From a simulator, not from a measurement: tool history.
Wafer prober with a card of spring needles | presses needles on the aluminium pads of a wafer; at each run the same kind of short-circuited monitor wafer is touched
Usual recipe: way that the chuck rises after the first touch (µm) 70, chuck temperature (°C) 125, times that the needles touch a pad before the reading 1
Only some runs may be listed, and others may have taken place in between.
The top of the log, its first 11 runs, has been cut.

run	day	way that the chuck rises after the first touch (µm)	chuck temperature (°C)	times that the needles touch a pad before the reading	resistance of one needle with its contact and lead (mohm)	way that a needle slides on the pad (µm)
12	6.383	70	125	1	359	12.45
# day 6.696: tips cleaned on abrasive film
13	6.738	80	125	1	265	14.23
14	7.258	80	125	1	344	14.24
# day 7.454: tips cleaned on abrasive film
15	7.642	80	125	1	297	14.2
# day 8.208: tips cleaned on abrasive film
16	8.408	75	125	1	308	13.29
17	8.925	70	125	1	392	12.38
# day 8.996: tips cleaned on abrasive film
18	9.588	70	54	2	320	12.34
# day 9.762: tips cleaned on abrasive film
19	9.942	74	74	3	257	13.08
# day 10.525: tips cleaned on abrasive film
20	10.754	74	125	1	305	13.07
21	11.138	74	37	1	363	13.07
# day 11.296: tips cleaned on abrasive film
22	11.792	73	27	1	356	12.87
# day 12.075: tips cleaned on abrasive film
23	12.396	73	27	1	331	12.85
# day 12.65: height of the first contact set anew
# day 12.858: tips cleaned on abrasive film
24	13.017	73	27	1	282	13.02
25	13.512	73	27	1	365	13.03
# day 13.608: tips cleaned on abrasive film
26	14.229	70	125	2	329	12.48
# day 14.375: tips cleaned on abrasive film
27	14.854	70	125	2	323	12.48
# day 15.142: tips cleaned on abrasive film
28	15.362	52	32	2	323	9.24
# day 15.925: tips cleaned on abrasive film
29	16.112	59	33	2	295	10.48
30	16.462	58	35	1	450	10.3
# day 16.688: tips cleaned on abrasive film
31	17.154	58	45	1	425	10.29
# day 17.471: tips cleaned on abrasive film
32	17.825	52	61	1	430	9.19
33	18.212	67	61	1	408	11.87

Alternative continuations, all from the tool just after run 33; predict every row:
# day 18.279: tips cleaned on abrasive film
A	18.758	67	37	1	?	?
# day 18.279: tips cleaned on abrasive film
B	18.758	67	61	2	?	?
# day 18.279: tips cleaned on abrasive film
C	18.758	70	39	1	?	?

run	resistance of one needle with its contact and lead (mohm)	way that a needle slides on the pad (µm)
A	387	11.86
B	324	11.86
C	380	12.41
Without the tool's unlogged condition, the same runs would have read:
run	resistance of one needle with its contact and lead (mohm)	way that a needle slides on the pad (µm)
A	223	11.98
B	229	11.99
C	226	12.53
